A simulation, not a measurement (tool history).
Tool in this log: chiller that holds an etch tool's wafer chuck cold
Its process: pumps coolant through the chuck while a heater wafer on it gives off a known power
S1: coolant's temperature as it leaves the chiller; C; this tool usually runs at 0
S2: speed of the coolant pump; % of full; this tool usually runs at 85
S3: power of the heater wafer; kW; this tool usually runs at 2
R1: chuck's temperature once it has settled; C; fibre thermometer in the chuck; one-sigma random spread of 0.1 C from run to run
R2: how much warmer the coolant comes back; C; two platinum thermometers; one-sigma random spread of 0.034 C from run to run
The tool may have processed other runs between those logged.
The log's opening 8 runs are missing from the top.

Run 9, day 13.562: usual settings but S2 65 % of full. Result: R1 23.4 C, R2 7.46 C.
Run 10, day 15.271: usual settings but S1 2 C. Result: R1 20.5 C, R2 5.65 C.
Run 11, day 16.992: usual settings but S1 1 C. Result: R1 19.7 C, R2 5.64 C.
Run 12, day 18.583: usual settings but S1 1 C. Result: R1 19.6 C, R2 5.61 C.
Run 13, day 20: usual settings but S1 1 C, S2 62 % of full. Result: R1 25.5 C, R2 7.88 C.
Run 14, day 22.333: usual settings. Result: R1 18.4 C, R2 5.68 C.
Run 15, day 24.546: usual settings but S1 -10 C. Result: R1 8.7 C, R2 5.59 C.
Run 16, day 26.142: usual settings but S1 -6 C. Result: R1 12.5 C, R2 5.6 C.
Run 17, day 28.033: usual settings but S1 -8 C, S3 1.655 kW. Result: R1 7.4 C, R2 4.63 C.
Run 18, day 29.55: usual settings but S1 -8 C, S3 1.655 kW. Result: R1 7.2 C, R2 4.62 C.
Run 19, day 31.142: usual settings but S1 -8 C, S3 1.655 kW. Result: R1 7.3 C, R2 4.62 C.
Run 20, day 32.238: usual settings but S1 9 C, S2 64 % of full, S3 1.071 kW. Result: R1 21.6 C, R2 4.13 C.
Run 21, day 34.471: usual settings but S1 -2 C, S2 64 % of full, S3 2.485 kW. Result: R1 27.8 C, R2 9.5 C.
Run 22, day 36.225: usual settings but S1 -2 C, S2 64 % of full, S3 2.485 kW. Result: R1 28 C, R2 9.47 C.
Run 23, day 37.533: usual settings but S1 6 C, S2 64 % of full, S3 2.485 kW. Result: R1 35.8 C, R2 9.49 C.
Run 24, day 39.229: usual settings but S1 8 C, S2 67 % of full. Result: R1 31 C, R2 7.32 C.
Run 25, day 41.492: usual settings but S2 77 % of full. Result: R1 20.3 C, R2 6.31 C.
Run 26, day 43.183: usual settings but S2 77 % of full. Result: R1 20.3 C, R2 6.31 C.
Run 27, day 44.767: usual settings but S1 9 C, S2 77 % of full. Result: R1 29.6 C, R2 6.29 C.
Run 28, day 46.938: usual settings but S1 -8 C, S2 62 % of full, S3 1.566 kW. Result: R1 11.1 C, R2 6.22 C.
Run 29, day 48.792: usual settings but S1 -8 C, S2 62 % of full, S3 1.566 kW. Result: R1 11.4 C, R2 6.24 C.
Run 30, day 50.442: usual settings but S1 8 C, S2 70 % of full. Result: R1 30.4 C, R2 7 C.
Run 31, day 51.7: usual settings but S1 10 C, S2 93 % of full, S3 1.172 kW. Result: R1 20.1 C, R2 3.05 C.

Forecast each of these 5 alternatives for the next run:
Run A, day 53.462: usual settings but S1 6 C, S2 93 % of full, S3 1.172 kW. Result: R1 ?, R2 ?.
Run B, day 53.462: usual settings but S2 74 % of full. Result: R1 ?, R2 ?.
Run C, day 53.462: usual settings but S1 -2 C, S3 1.303 kW. Result: R1 ?, R2 ?.
Run D, day 53.462: usual settings but S1 10 C, S2 93 % of full, S3 1.279 kW. Result: R1 ?, R2 ?.
Run E, day 53.462: usual settings but S1 5 C, S3 2.085 kW. Result: R1 ?, R2 ?.

run    R1    R2
  A  16.4  2.96
  B  21.4  6.57
  C  10.2  3.69
  D    21  3.26
  E  24.9  5.93
Had the tool no hidden state, the same runs would have come out as:
run    R1    R2
  A  15.9  2.95
  B  20.3  6.54
  C   9.6  3.67
  D  20.5  3.25
  E  23.8   5.9
